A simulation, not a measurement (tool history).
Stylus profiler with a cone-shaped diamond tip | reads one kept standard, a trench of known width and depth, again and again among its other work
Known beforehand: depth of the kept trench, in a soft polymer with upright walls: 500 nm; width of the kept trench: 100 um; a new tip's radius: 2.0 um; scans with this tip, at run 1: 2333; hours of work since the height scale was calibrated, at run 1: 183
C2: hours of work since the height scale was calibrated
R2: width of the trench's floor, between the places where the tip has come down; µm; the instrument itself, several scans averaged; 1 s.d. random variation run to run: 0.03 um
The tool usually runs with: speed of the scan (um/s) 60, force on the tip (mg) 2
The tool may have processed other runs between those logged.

{"run": 1, "hour": 0.0, "speed of the scan (um/s)": 60, "force on the tip (mg)": 2, "scans with this tip": 2333, "C2": 183, "depth of the trench (nm)": 507.11, "R2": 97.2}
{"run": 2, "hour": 40.0, "speed of the scan (um/s)": 60, "force on the tip (mg)": 2, "scans with this tip": 2713, "C2": 212, "depth of the trench (nm)": 506.98, "R2": 97.2}
{"run": 3, "hour": 106.7, "speed of the scan (um/s)": 60, "force on the tip (mg)": 2, "scans with this tip": 3347, "C2": 262, "depth of the trench (nm)": 507.23, "R2": 97.21}
{"run": 4, "hour": 144.6, "speed of the scan (um/s)": 208, "force on the tip (mg)": 2, "scans with this tip": 3707, "C2": 290, "depth of the trench (nm)": 507.04, "R2": 96.86}
{"run": 5, "hour": 199.4, "speed of the scan (um/s)": 208, "force on the tip (mg)": 2, "scans with this tip": 4228, "C2": 331, "depth of the trench (nm)": 507.04, "R2": 96.81}
{"run": 6, "hour": 278.1, "speed of the scan (um/s)": 208, "force on the tip (mg)": 2, "scans with this tip": 4977, "C2": 389, "depth of the trench (nm)": 507.35, "R2": 96.79}
{"run": 7, "hour": 331.6, "speed of the scan (um/s)": 60, "force on the tip (mg)": 2, "scans with this tip": 5485, "C2": 429, "depth of the trench (nm)": 507.09, "R2": 97.2}
{"run": 8, "hour": 407.4, "speed of the scan (um/s)": 60, "force on the tip (mg)": 2, "scans with this tip": 6205, "C2": 486, "depth of the trench (nm)": 507.25, "R2": 97.18}
{"run": 9, "hour": 489.5, "speed of the scan (um/s)": 60, "force on the tip (mg)": 2, "scans with this tip": 6986, "C2": 547, "depth of the trench (nm)": 507.23, "R2": 97.21}
{"run": 10, "hour": 528.5, "speed of the scan (um/s)": 60, "force on the tip (mg)": 2, "scans with this tip": 7356, "C2": 576, "depth of the trench (nm)": 507.23, "R2": 97.19}
{"run": 11, "hour": 572.7, "speed of the scan (um/s)": 60, "force on the tip (mg)": 2, "scans with this tip": 7776, "C2": 609, "depth of the trench (nm)": 506.96, "R2": 97.2}
{"run": 12, "hour": 651.5, "speed of the scan (um/s)": 60, "force on the tip (mg)": 2, "scans with this tip": 8526, "C2": 667, "depth of the trench (nm)": 507.05, "R2": 97.18}
{"run": 13, "hour": 717.8, "speed of the scan (um/s)": 60, "force on the tip (mg)": 2, "scans with this tip": 9156, "C2": 717, "depth of the trench (nm)": 506.96, "R2": 97.27}
{"run": 14, "hour": 793.7, "speed of the scan (um/s)": 60, "force on the tip (mg)": 1.41, "scans with this tip": 9877, "C2": 773, "depth of the trench (nm)": 505.5, "R2": 97.13}
{"run": 15, "hour": 874.0, "speed of the scan (um/s)": 60, "force on the tip (mg)": 1.92, "scans with this tip": 10640, "C2": 833, "depth of the trench (nm)": 506.73, "R2": 97.17}
{"run": 16, "hour": 925.8, "speed of the scan (um/s)": 60, "force on the tip (mg)": 1.92, "scans with this tip": 11133, "C2": 871, "depth of the trench (nm)": 506.86, "R2": 97.18}
{"run": 17, "hour": 994.0, "speed of the scan (um/s)": 60, "force on the tip (mg)": 0.78, "scans with this tip": 11780, "C2": 922, "depth of the trench (nm)": 503.69, "R2": 97.05}
{"run": 18, "hour": 1045.4, "speed of the scan (um/s)": 60, "force on the tip (mg)": 0.78, "scans with this tip": 12269, "C2": 960, "depth of the trench (nm)": 503.54, "R2": 97.08}
{"run": 19, "hour": 1118.5, "speed of the scan (um/s)": 60, "force on the tip (mg)": 0.73, "scans with this tip": 12964, "C2": 1015, "depth of the trench (nm)": 503.83, "R2": 97.08}
{"run": 20, "hour": 1155.7, "speed of the scan (um/s)": 60, "force on the tip (mg)": 0.73, "scans with this tip": 13317, "C2": 1042, "depth of the trench (nm)": 503.5, "R2": 97.04}
{"run": 21, "hour": 1205.7, "speed of the scan (um/s)": 60, "force on the tip (mg)": 0.73, "scans with this tip": 13793, "C2": 1080, "depth of the trench (nm)": 503.71, "R2": 97.05}
{"run": 22, "hour": 1254.3, "speed of the scan (um/s)": 60, "force on the tip (mg)": 0.73, "scans with this tip": 14254, "C2": 1116, "depth of the trench (nm)": 503.89, "R2": 97.08}
{"run": 23, "hour": 1331.5, "speed of the scan (um/s)": 60, "force on the tip (mg)": 2, "scans with this tip": 14989, "C2": 1173, "depth of the trench (nm)": 507.17, "R2": 97.2}
{"run": 24, "hour": 1381.0, "speed of the scan (um/s)": 60, "force on the tip (mg)": 5.34, "scans with this tip": 15459, "C2": 1210, "depth of the trench (nm)": 513.33, "R2": 97.26}
{"run": 25, "hour": 1450.5, "speed of the scan (um/s)": 60, "force on the tip (mg)": 5.34, "scans with this tip": 16119, "C2": 1262, "depth of the trench (nm)": 513.74, "R2": 97.19}
{"run": 26, "hour": 1504.8, "speed of the scan (um/s)": 132, "force on the tip (mg)": 0.96, "scans with this tip": 16635, "C2": 1302, "depth of the trench (nm)": 504.1, "R2": 96.81}
{"run": 27, "hour": 1571.7, "speed of the scan (um/s)": 132, "force on the tip (mg)": 0.96, "scans with this tip": 17271, "C2": 1352, "depth of the trench (nm)": 504.59, "R2": 96.85}
{"run": 28, "hour": 1624.1, "speed of the scan (um/s)": 132, "force on the tip (mg)": 0.96, "scans with this tip": 17769, "C2": 1391, "depth of the trench (nm)": 504.21, "R2": 96.9}
{"run": 29, "hour": 1699.2, "speed of the scan (um/s)": 206, "force on the tip (mg)": 5.83, "scans with this tip": 18483, "C2": 1447, "depth of the trench (nm)": 514.4, "R2": 97.01}
{"run": 30, "hour": 1736.9, "speed of the scan (um/s)": 54, "force on the tip (mg)": 3.71, "scans with this tip": 18841, "C2": 1475, "depth of the trench (nm)": 510.65, "R2": 97.24}
{"run": 31, "hour": 1777.7, "speed of the scan (um/s)": 54, "force on the tip (mg)": 3.71, "scans with this tip": 19229, "C2": 1505, "depth of the trench (nm)": 510.66, "R2": 97.23}
{"run": 32, "hour": 1828.7, "speed of the scan (um/s)": 63, "force on the tip (mg)": 3.31, "scans with this tip": 19714, "C2": 1543, "depth of the trench (nm)": 509.94, "R2": 97.16}
{"run": 33, "hour": 1897.6, "speed of the scan (um/s)": 15, "force on the tip (mg)": 3.49, "scans with this tip": 20369, "C2": 1594, "depth of the trench (nm)": 510.1, "R2": 97.31}
{"run": 34, "hour": 1979.6, "speed of the scan (um/s)": 15, "force on the tip (mg)": 3.49, "scans with this tip": 21148, "C2": 1655, "depth of the trench (nm)": 510.3, "R2": 97.29}
{"run": 35, "hour": 2016.4, "speed of the scan (um/s)": 203, "force on the tip (mg)": 2, "scans with this tip": 21498, "C2": 1683, "depth of the trench (nm)": 507.15, "R2": 96.78}
{"run": 36, "hour": 2084.8, "speed of the scan (um/s)": 203, "force on the tip (mg)": 2, "scans with this tip": 22148, "C2": 1733, "depth of the trench (nm)": 507.24, "R2": 96.83}
{"run": 37, "hour": 2130.4, "speed of the scan (um/s)": 23, "force on the tip (mg)": 1.84, "scans with this tip": 22582, "C2": 1767, "depth of the trench (nm)": 506.65, "R2": 97.27}
{"run": 38, "hour": 2166.1, "speed of the scan (um/s)": 55, "force on the tip (mg)": 5.27, "scans with this tip": 22921, "C2": 1794, "depth of the trench (nm)": 513.48, "R2": 97.25}
{"run": 39, "hour": 2202.3, "speed of the scan (um/s)": 163, "force on the tip (mg)": 1.63, "scans with this tip": 23265, "C2": 1821, "depth of the trench (nm)": 506.1, "R2": 96.89}
{"run": 40, "hour": 2267.9, "speed of the scan (um/s)": 30, "force on the tip (mg)": 3.14, "scans with this tip": 23888, "C2": 1870, "depth of the trench (nm)": 509.4, "R2": 97.22}
{"run": 41, "hour": 2325.0, "speed of the scan (um/s)": 30, "force on the tip (mg)": 1.87, "scans with this tip": 24431, "C2": 1912, "depth of the trench (nm)": 506.74, "R2": 97.26}
{"run": 42, "hour": 2368.2, "speed of the scan (um/s)": 30, "force on the tip (mg)": 2.05, "scans with this tip": 24841, "C2": 1944, "depth of the trench (nm)": 507.17, "R2": 97.23}
{"run": 43, "hour": 2408.3, "speed of the scan (um/s)": 15, "force on the tip (mg)": 0.79, "scans with this tip": 25223, "C2": 1974, "depth of the trench (nm)": 503.78, "R2": 97.28}
{"run": 44, "hour": 2477.3, "speed of the scan (um/s)": 185, "force on the tip (mg)": 3.44, "scans with this tip": 25879, "C2": 2025, "depth of the trench (nm)": 510.07, "R2": 97}
{"run": 45, "hour": 2521.0, "speed of the scan (um/s)": 185, "force on the tip (mg)": 3.44, "scans with this tip": 26294, "C2": 2058, "depth of the trench (nm)": 510.06, "R2": 96.95}
{"run": 46, "hour": 2598.1, "speed of the scan (um/s)": 56, "force on the tip (mg)": 0.8, "scans with this tip": 27027, "C2": 2115, "depth of the trench (nm)": 503.73, "R2": 97.11}

A few steps of R2 between consecutive runs. Split each: what settings, incoming material and random variation would produce without the hidden state, and what is left over for the hidden state, along with gauge scatter present in only one of the two compared results (measured, and without hidden state):
Hidden conditions of the tool in this case: radius of the tip, um; height scale over the true one, %; drift of the gauge itself on depth_nm, %; drift of the gauge itself on floor_um, %.
Run 4 -> 5: nothing adjusted, nothing logged. R2 -0.05 µm: hidden state +0.01, all else -0.06.
Run 5 -> 6: nothing adjusted, nothing logged. R2 -0.02 µm: hidden state -0.01, all else -0.01.
Run 6 -> 7: speed of the scan (um/s) 208 -> 60. R2 +0.41 µm: hidden state +0.01, all else +0.4.
Run 34 -> 35: speed of the scan (um/s) 15 -> 203, force on the tip (mg) 3.49 -> 2. R2 -0.51 µm: hidden state +0, all else -0.51.
Run 36 -> 37: speed of the scan (um/s) 203 -> 23, force on the tip (mg) 2 -> 1.84. R2 +0.44 µm: hidden state +0, all else +0.44.

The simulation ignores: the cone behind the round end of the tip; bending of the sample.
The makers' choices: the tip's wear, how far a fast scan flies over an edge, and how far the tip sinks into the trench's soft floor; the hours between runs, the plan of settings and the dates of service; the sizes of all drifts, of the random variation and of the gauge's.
